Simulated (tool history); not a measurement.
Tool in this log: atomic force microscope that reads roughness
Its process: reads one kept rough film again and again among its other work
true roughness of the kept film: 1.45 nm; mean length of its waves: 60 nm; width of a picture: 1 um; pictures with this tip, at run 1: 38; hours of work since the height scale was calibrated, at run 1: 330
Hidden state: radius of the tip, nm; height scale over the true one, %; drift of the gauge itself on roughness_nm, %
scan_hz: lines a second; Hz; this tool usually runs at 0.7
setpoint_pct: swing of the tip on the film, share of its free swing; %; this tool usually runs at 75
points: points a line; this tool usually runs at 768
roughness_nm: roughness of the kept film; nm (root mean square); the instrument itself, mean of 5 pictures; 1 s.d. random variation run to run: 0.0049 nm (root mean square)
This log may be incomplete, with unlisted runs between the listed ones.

run	hour	scan_hz	setpoint_pct	points	pictures with this tip	hours of work since the height scale was calibrated	roughness_nm
1	0	0.7	75	768	38	330	1.332
2	26.1	0.7	75	768	61	341	1.334
3	50.7	0.7	75	768	84	352	1.322
4	94.9	0.7	75	768	124	372	1.315
5	118.1	0.7	75	768	145	382	1.31
# hour 132.5: new tip fitted
6	137.5	0.7	61	768	4	391	1.377
7	177.8	0.7	61	768	41	409	1.377
8	196.9	0.7	61	768	58	417	1.372
9	221.3	0.553	86	472	81	428	1.296
10	256.1	0.553	86	472	112	444	1.29

For each entry between runs, how does the tool's hidden state at the last listed run before it compare with that at the first listed run after it?
Run 5 -> run 6: new tip fitted (hour 132.5)
  radius of the tip, nm: 24.5 -> 10.4; height scale over the true one, %: -0.74 -> -0.76
  measured value less the no-hidden-state value, roughness_nm: -0.04 -> -0.011 nm (root mean square)
